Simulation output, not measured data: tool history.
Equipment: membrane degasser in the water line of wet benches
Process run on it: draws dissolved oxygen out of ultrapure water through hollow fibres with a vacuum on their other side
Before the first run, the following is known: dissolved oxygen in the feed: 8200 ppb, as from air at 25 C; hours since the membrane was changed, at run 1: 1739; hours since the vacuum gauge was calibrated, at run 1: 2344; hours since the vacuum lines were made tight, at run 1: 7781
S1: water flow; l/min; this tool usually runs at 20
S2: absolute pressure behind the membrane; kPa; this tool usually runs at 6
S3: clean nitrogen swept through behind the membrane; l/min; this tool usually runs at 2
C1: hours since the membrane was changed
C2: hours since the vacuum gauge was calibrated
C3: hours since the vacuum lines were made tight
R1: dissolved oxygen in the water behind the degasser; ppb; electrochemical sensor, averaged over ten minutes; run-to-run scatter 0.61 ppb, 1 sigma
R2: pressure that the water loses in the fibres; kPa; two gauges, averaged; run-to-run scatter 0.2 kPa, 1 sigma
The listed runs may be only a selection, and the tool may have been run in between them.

{"run": 1, "hour": 0.0, "S1": 20, "S2": 6, "S3": 2, "C1": 1739, "C2": 2344, "C3": 7781, "R1": 71.9, "R2": 43.51}
{"run": 2, "hour": 38.8, "S1": 20, "S2": 6, "S3": 2, "C1": 1778, "C2": 2382, "C3": 7820, "R1": 72.1, "R2": 43.76}
{"run": 3, "hour": 89.7, "S1": 20, "S2": 6, "S3": 2, "C1": 1829, "C2": 2433, "C3": 7871, "R1": 70.7, "R2": 43.47}
{"run": 4, "hour": 121.5, "S1": 20, "S2": 6, "S3": 2.12, "C1": 1861, "C2": 2465, "C3": 7902, "R1": 68.3, "R2": 43.8}
{"run": 5, "hour": 152.3, "S1": 20, "S2": 6, "S3": 2, "C1": 1892, "C2": 2496, "C3": 7933, "R1": 71.3, "R2": 43.34}
{"run": 6, "hour": 182.4, "S1": 15, "S2": 6, "S3": 2, "C1": 1922, "C2": 2526, "C3": 7963, "R1": 53.3, "R2": 32.62}
{"run": 7, "hour": 226.2, "S1": 15, "S2": 6, "S3": 2, "C1": 1965, "C2": 2570, "C3": 8007, "R1": 52.2, "R2": 32.83}
{"run": 8, "hour": 277.6, "S1": 15, "S2": 6, "S3": 2.67, "C1": 2017, "C2": 2621, "C3": 8059, "R1": 40.9, "R2": 32.45}
{"run": 9, "hour": 321.3, "S1": 20, "S2": 6, "S3": 2, "C1": 2061, "C2": 2665, "C3": 8102, "R1": 70.8, "R2": 43.92}
{"run": 10, "hour": 366.9, "S1": 20, "S2": 6, "S3": 2, "C1": 2106, "C2": 2710, "C3": 8148, "R1": 72, "R2": 43.73}
{"run": 11, "hour": 421.1, "S1": 20, "S2": 6, "S3": 2, "C1": 2160, "C2": 2765, "C3": 8202, "R1": 73, "R2": 43.52}
{"run": 12, "hour": 470.4, "S1": 20, "S2": 6, "S3": 2, "C1": 2210, "C2": 2814, "C3": 8251, "R1": 71.4, "R2": 43.8}
{"run": 13, "hour": 512.3, "S1": 20, "S2": 6, "S3": 2, "C1": 2252, "C2": 2856, "C3": 8293, "R1": 71.7, "R2": 43.51}
{"run": 14, "hour": 543.7, "S1": 20, "S2": 6, "S3": 2, "C1": 2283, "C2": 2887, "C3": 8325, "R1": 71.7, "R2": 43.75}
{"hour": 563.8, "done": "seals of the vacuum lines changed"}
{"run": 15, "hour": 597.6, "S1": 20, "S2": 6, "S3": 2, "C1": 2335, "C2": 2939, "C3": 34, "R1": 72.1, "R2": 43.84}
{"run": 16, "hour": 628.7, "S1": 20, "S2": 6, "S3": 2, "C1": 2366, "C2": 2970, "C3": 65, "R1": 72.1, "R2": 43.73}
{"hour": 634.9, "done": "vacuum gauge calibrated"}
{"run": 17, "hour": 697.4, "S1": 28, "S2": 13.89, "S3": 0.93, "C1": 2434, "C2": 62, "C3": 133, "R1": 663.6, "R2": 61.35}
{"run": 18, "hour": 768.3, "S1": 32, "S2": 6, "S3": 1.79, "C1": 2505, "C2": 133, "C3": 204, "R1": 151.1, "R2": 70.12}
{"run": 19, "hour": 828.8, "S1": 32, "S2": 6, "S3": 1.79, "C1": 2566, "C2": 194, "C3": 265, "R1": 149.3, "R2": 70.02}

What does the tool deliver on the next run?
{"run": 20, "hour": 861.2, "S1": 20, "S2": 4.43, "S3": 1.25, "C1": 2598, "C2": 226, "C3": 297, "R1": "?", "R2": "?"}

Run 20 yielded R1 54.1 ppb, R2 43.47 kPa.
Minus the tool's unlogged condition, the same run would have read R1 48.9 ppb, R2 43.1 kPa.
